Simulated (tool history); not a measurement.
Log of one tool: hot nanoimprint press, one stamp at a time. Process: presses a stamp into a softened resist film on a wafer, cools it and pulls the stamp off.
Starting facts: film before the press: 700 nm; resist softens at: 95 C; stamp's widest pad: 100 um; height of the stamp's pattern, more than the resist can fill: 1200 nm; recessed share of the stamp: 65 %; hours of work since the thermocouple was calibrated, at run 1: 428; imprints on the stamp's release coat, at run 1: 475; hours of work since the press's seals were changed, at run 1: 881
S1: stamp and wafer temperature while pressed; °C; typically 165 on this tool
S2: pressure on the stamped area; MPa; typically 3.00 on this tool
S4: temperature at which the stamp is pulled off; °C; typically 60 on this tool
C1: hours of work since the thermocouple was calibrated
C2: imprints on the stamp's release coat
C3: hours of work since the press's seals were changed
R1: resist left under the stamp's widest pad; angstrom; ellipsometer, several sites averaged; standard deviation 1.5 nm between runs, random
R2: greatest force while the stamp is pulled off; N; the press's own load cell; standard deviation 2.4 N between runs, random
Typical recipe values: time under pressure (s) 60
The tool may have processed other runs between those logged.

{"run": 1, "hour": 0.0, "S1": 165, "S2": 3.0, "time under pressure (s)": 60, "S4": 60, "C1": 428, "C2": 475, "C3": 881, "R1": 2560, "R2": 106}
{"run": 2, "hour": 39.0, "S1": 165, "S2": 3.0, "time under pressure (s)": 60, "S4": 60, "C1": 457, "C2": 652, "C3": 910, "R1": 2543, "R2": 107}
{"run": 3, "hour": 82.8, "S1": 165, "S2": 3.0, "time under pressure (s)": 60, "S4": 60, "C1": 490, "C2": 850, "C3": 943, "R1": 2564, "R2": 105}
{"run": 4, "hour": 121.6, "S1": 165, "S2": 3.16, "time under pressure (s)": 60, "S4": 60, "C1": 519, "C2": 1026, "C3": 972, "R1": 2482, "R2": 110}
{"run": 5, "hour": 148.7, "S1": 165, "S2": 3.0, "time under pressure (s)": 60, "S4": 60, "C1": 539, "C2": 1149, "C3": 992, "R1": 2571, "R2": 111}
{"run": 6, "hour": 185.2, "S1": 165, "S2": 3.0, "time under pressure (s)": 60, "S4": 60, "C1": 566, "C2": 1314, "C3": 1019, "R1": 2572, "R2": 111}
{"hour": 202.1, "done": "stamp cleaned and given a new release coat"}
{"run": 7, "hour": 214.4, "S1": 165, "S2": 3.0, "time under pressure (s)": 60, "S4": 60, "C1": 583, "C2": 56, "C3": 1037, "R1": 2537, "R2": 105}
{"hour": 224.7, "done": "plate thermocouple calibrated"}
{"run": 8, "hour": 253.4, "S1": 165, "S2": 3.0, "time under pressure (s)": 60, "S4": 60, "C1": 21, "C2": 219, "C3": 1063, "R1": 2565, "R2": 104}
{"run": 9, "hour": 298.0, "S1": 165, "S2": 3.0, "time under pressure (s)": 60, "S4": 60, "C1": 55, "C2": 421, "C3": 1097, "R1": 2568, "R2": 113}
{"run": 10, "hour": 337.5, "S1": 165, "S2": 3.0, "time under pressure (s)": 60, "S4": 60, "C1": 84, "C2": 600, "C3": 1126, "R1": 2553, "R2": 106}
{"run": 11, "hour": 369.4, "S1": 165, "S2": 3.0, "time under pressure (s)": 60, "S4": 65, "C1": 108, "C2": 745, "C3": 1150, "R1": 2586, "R2": 94}
{"run": 12, "hour": 404.0, "S1": 165, "S2": 3.0, "time under pressure (s)": 60, "S4": 65, "C1": 134, "C2": 901, "C3": 1176, "R1": 2574, "R2": 91}
{"run": 13, "hour": 447.3, "S1": 165, "S2": 3.0, "time under pressure (s)": 60, "S4": 65, "C1": 166, "C2": 1098, "C3": 1208, "R1": 2582, "R2": 96}
{"run": 14, "hour": 469.2, "S1": 174, "S2": 3.75, "time under pressure (s)": 65, "S4": 47, "C1": 182, "C2": 1197, "C3": 1224, "R1": 1784, "R2": 145}
{"run": 15, "hour": 504.5, "S1": 174, "S2": 3.97, "time under pressure (s)": 58, "S4": 58, "C1": 209, "C2": 1357, "C3": 1251, "R1": 1793, "R2": 111}
{"hour": 514.7, "done": "stamp cleaned and given a new release coat"}
{"run": 16, "hour": 553.1, "S1": 174, "S2": 3.97, "time under pressure (s)": 58, "S4": 58, "C1": 240, "C2": 174, "C3": 1282, "R1": 1759, "R2": 113}
{"run": 17, "hour": 582.2, "S1": 158, "S2": 2.85, "time under pressure (s)": 58, "S4": 64, "C1": 262, "C2": 306, "C3": 1304, "R1": 3243, "R2": 95}
{"hour": 605.9, "done": "press's hydraulic seals changed and the load cell set to zero"}
{"run": 18, "hour": 612.4, "S1": 168, "S2": 2.29, "time under pressure (s)": 71, "S4": 48, "C1": 279, "C2": 407, "C3": 5, "R1": 2642, "R2": 138}

Predict each of these 4 candidate next runs independently; none follows another, all start after run 18:
{"run": "A", "hour": 649.9, "S1": 155, "S2": 4.75, "time under pressure (s)": 60, "S4": 60, "C1": 306, "C2": 576, "C3": 33, "R1": "?", "R2": "?"}
{"run": "B", "hour": 649.9, "S1": 157, "S2": 2.29, "time under pressure (s)": 87, "S4": 48, "C1": 306, "C2": 576, "C3": 33, "R1": "?", "R2": "?"}
{"run": "C", "hour": 649.9, "S1": 168, "S2": 3.85, "time under pressure (s)": 71, "S4": 48, "C1": 306, "C2": 576, "C3": 33, "R1": "?", "R2": "?"}
{"run": "D", "hour": 649.9, "S1": 174, "S2": 2.3, "time under pressure (s)": 60, "S4": 60, "C1": 306, "C2": 576, "C3": 33, "R1": "?", "R2": "?"}

run=A R1=2606 R2=108
run=B R1=3324 R2=137
run=C R1=1926 R2=144
run=D R1=2436 R2=107
With the hidden condition removed and each run's random variation left untouched, the same runs would have given:
run=A R1=2569 R2=107
run=B R1=3276 R2=136
run=C R1=1898 R2=143
run=D R1=2400 R2=106
